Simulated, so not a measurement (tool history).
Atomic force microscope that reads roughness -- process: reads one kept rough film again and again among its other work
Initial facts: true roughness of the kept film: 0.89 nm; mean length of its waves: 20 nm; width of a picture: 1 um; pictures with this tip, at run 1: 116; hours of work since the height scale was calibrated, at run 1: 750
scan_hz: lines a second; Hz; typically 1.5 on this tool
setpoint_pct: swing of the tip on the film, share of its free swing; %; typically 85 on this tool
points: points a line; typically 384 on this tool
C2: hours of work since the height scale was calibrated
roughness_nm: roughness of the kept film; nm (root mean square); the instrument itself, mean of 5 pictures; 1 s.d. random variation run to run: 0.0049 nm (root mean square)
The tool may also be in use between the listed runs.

run 1 hour=0 | scan_hz=1.5 setpoint_pct=85 points=384 | pictures_with_this_tip=116 C2=750 | roughness_nm=0.687
-- hour=16.2 new tip fitted
run 2 hour=28.4 | scan_hz=1.5 setpoint_pct=85 points=384 | pictures_with_this_tip=21 C2=768 | roughness_nm=0.719
run 3 hour=47.3 | scan_hz=1.5 setpoint_pct=85 points=384 | pictures_with_this_tip=54 C2=780 | roughness_nm=0.718
run 4 hour=81.4 | scan_hz=1.5 setpoint_pct=85 points=384 | pictures_with_this_tip=114 C2=803 | roughness_nm=0.689
-- hour=96.5 new tip fitted
run 5 hour=106.1 | scan_hz=1.5 setpoint_pct=85 points=324 | pictures_with_this_tip=17 C2=818 | roughness_nm=0.718
run 6 hour=124.3 | scan_hz=1.5 setpoint_pct=85 points=324 | pictures_with_this_tip=49 C2=830 | roughness_nm=0.711
run 7 hour=142.1 | scan_hz=1.5 setpoint_pct=85 points=324 | pictures_with_this_tip=80 C2=842 | roughness_nm=0.688
run 8 hour=168.8 | scan_hz=1.5 setpoint_pct=85 points=384 | pictures_with_this_tip=126 C2=859 | roughness_nm=0.688
-- hour=177.5 new tip fitted
run 9 hour=196.8 | scan_hz=1.5 setpoint_pct=85 points=384 | pictures_with_this_tip=33 C2=877 | roughness_nm=0.72
run 10 hour=232.9 | scan_hz=1.5 setpoint_pct=76 points=384 | pictures_with_this_tip=96 C2=900 | roughness_nm=0.732
-- hour=258.1 new tip fitted
run 11 hour=274.5 | scan_hz=1.5 setpoint_pct=76 points=384 | pictures_with_this_tip=29 C2=927 | roughness_nm=0.754
run 12 hour=317.2 | scan_hz=1.5 setpoint_pct=76 points=384 | pictures_with_this_tip=103 C2=955 | roughness_nm=0.729
-- hour=339.1 new tip fitted
run 13 hour=357.1 | scan_hz=0.86 setpoint_pct=85 points=384 | pictures_with_this_tip=31 C2=980 | roughness_nm=0.771
run 14 hour=380.2 | scan_hz=0.86 setpoint_pct=85 points=384 | pictures_with_this_tip=71 C2=995 | roughness_nm=0.74
-- hour=385.1 height scale calibrated on a step standard
run 15 hour=414.3 | scan_hz=1.5 setpoint_pct=85 points=384 | pictures_with_this_tip=129 C2=19 | roughness_nm=0.684
-- hour=421.9 new tip fitted
run 16 hour=448.9 | scan_hz=1.5 setpoint_pct=85 points=384 | pictures_with_this_tip=47 C2=41 | roughness_nm=0.716
run 17 hour=466.6 | scan_hz=1.5 setpoint_pct=85 points=384 | pictures_with_this_tip=78 C2=53 | roughness_nm=0.7
run 18 hour=492.8 | scan_hz=1.5 setpoint_pct=85 points=384 | pictures_with_this_tip=124 C2=70 | roughness_nm=0.687
-- hour=503.6 height scale calibrated on a step standard, once more
-- hour=504.1 new tip fitted
run 19 hour=529.3 | scan_hz=1.5 setpoint_pct=85 points=384 | pictures_with_this_tip=44 C2=16 | roughness_nm=0.712
run 20 hour=558.7 | scan_hz=1.5 setpoint_pct=85 points=384 | pictures_with_this_tip=95 C2=35 | roughness_nm=0.69
-- hour=585.8 new tip fitted
run 21 hour=600.5 | scan_hz=1.5 setpoint_pct=73 points=384 | pictures_with_this_tip=25 C2=62 | roughness_nm=0.756
run 22 hour=621.5 | scan_hz=1.9 setpoint_pct=88 points=384 | pictures_with_this_tip=62 C2=76 | roughness_nm=0.672
run 23 hour=648.4 | scan_hz=1.9 setpoint_pct=88 points=384 | pictures_with_this_tip=109 C2=93 | roughness_nm=0.649
-- hour=666.9 new tip fitted
run 24 hour=690.9 | scan_hz=1.5 setpoint_pct=72 points=384 | pictures_with_this_tip=42 C2=121 | roughness_nm=0.749
run 25 hour=732.6 | scan_hz=0.5 setpoint_pct=85 points=824 | pictures_with_this_tip=115 C2=148 | roughness_nm=0.751
-- hour=747.1 new tip fitted
run 26 hour=767 | scan_hz=3.93 setpoint_pct=84 points=271 | pictures_with_this_tip=35 C2=170 | roughness_nm=0.6
run 27 hour=792.5 | scan_hz=0.6 setpoint_pct=68 points=958 | pictures_with_this_tip=79 C2=186 | roughness_nm=0.786
run 28 hour=815.9 | scan_hz=0.6 setpoint_pct=68 points=958 | pictures_with_this_tip=120 C2=202 | roughness_nm=0.77
-- hour=828.6 new tip fitted
run 29 hour=851.3 | scan_hz=0.6 setpoint_pct=68 points=958 | pictures_with_this_tip=40 C2=224 | roughness_nm=0.798
run 30 hour=872.5 | scan_hz=0.6 setpoint_pct=68 points=958 | pictures_with_this_tip=77 C2=238 | roughness_nm=0.79
-- hour=910.3 new tip fitted
run 31 hour=912.9 | scan_hz=0.6 setpoint_pct=68 points=958 | pictures_with_this_tip=4 C2=264 | roughness_nm=0.803
run 32 hour=930.2 | scan_hz=0.6 setpoint_pct=68 points=958 | pictures_with_this_tip=35 C2=275 | roughness_nm=0.809
run 33 hour=956.7 | scan_hz=1.91 setpoint_pct=56 points=427 | pictures_with_this_tip=81 C2=293 | roughness_nm=0.773
-- hour=990.3 new tip fitted
run 34 hour=997.5 | scan_hz=0.59 setpoint_pct=56 points=272 | pictures_with_this_tip=12 C2=319 | roughness_nm=0.798
run 35 hour=1016 | scan_hz=0.59 setpoint_pct=81 points=272 | pictures_with_this_tip=44 C2=331 | roughness_nm=0.76
run 36 hour=1036.2 | scan_hz=0.59 setpoint_pct=81 points=272 | pictures_with_this_tip=80 C2=344 | roughness_nm=0.744
run 37 hour=1058.8 | scan_hz=2.86 setpoint_pct=77 points=288 | pictures_with_this_tip=119 C2=359 | roughness_nm=0.652
-- hour=1070.7 new tip fitted
run 38 hour=1085.3 | scan_hz=2.47 setpoint_pct=79 points=406 | pictures_with_this_tip=25 C2=375 | roughness_nm=0.697
run 39 hour=1103.6 | scan_hz=0.76 setpoint_pct=85 points=710 | pictures_with_this_tip=57 C2=387 | roughness_nm=0.759
run 40 hour=1125.6 | scan_hz=0.86 setpoint_pct=85 points=412 | pictures_with_this_tip=95 C2=402 | roughness_nm=0.735
-- hour=1152.9 new tip fitted
run 41 hour=1153.2 | scan_hz=0.86 setpoint_pct=85 points=412 | pictures_with_this_tip=1 C2=419 | roughness_nm=0.768

Measured less the same run without the tool's hidden state. The same run-to-run variation is in both; the gauge's scatter may not be:
The hidden state here: radius of the tip, nm; height scale over the true one, %; drift of the gauge itself on roughness_nm, %.
run=1 roughness_nm=-0.042
run=2 roughness_nm=-0.004
run=3 roughness_nm=-0.016
run=4 roughness_nm=-0.032
run=5 roughness_nm=-0.002
run=6 roughness_nm=-0.014
run=7 roughness_nm=-0.025
run=8 roughness_nm=-0.041
run=9 roughness_nm=-0.011
run=10 roughness_nm=-0.033
run=11 roughness_nm=-0.006
run=12 roughness_nm=-0.033
run=13 roughness_nm=-0.008
run=14 roughness_nm=-0.023
run=15 roughness_nm=-0.039
run=16 roughness_nm=-0.012
run=17 roughness_nm=-0.022
run=18 roughness_nm=-0.036
run=19 roughness_nm=-0.016
run=20 roughness_nm=-0.032
run=21 roughness_nm=-0.011
run=22 roughness_nm=-0.022
run=23 roughness_nm=-0.038
run=24 roughness_nm=-0.02
run=25 roughness_nm=-0.048
run=26 roughness_nm=-0.011
run=27 roughness_nm=-0.033
run=28 roughness_nm=-0.05
run=29 roughness_nm=-0.015
run=30 roughness_nm=-0.031
run=31 roughness_nm=-0.004
run=32 roughness_nm=-0.017
run=33 roughness_nm=-0.033
run=34 roughness_nm=-0.002
run=35 roughness_nm=-0.014
run=36 roughness_nm=-0.026
run=37 roughness_nm=-0.036
run=38 roughness_nm=-0.008
run=39 roughness_nm=-0.02
run=40 roughness_nm=-0.034
run=41 roughness_nm=-0.002
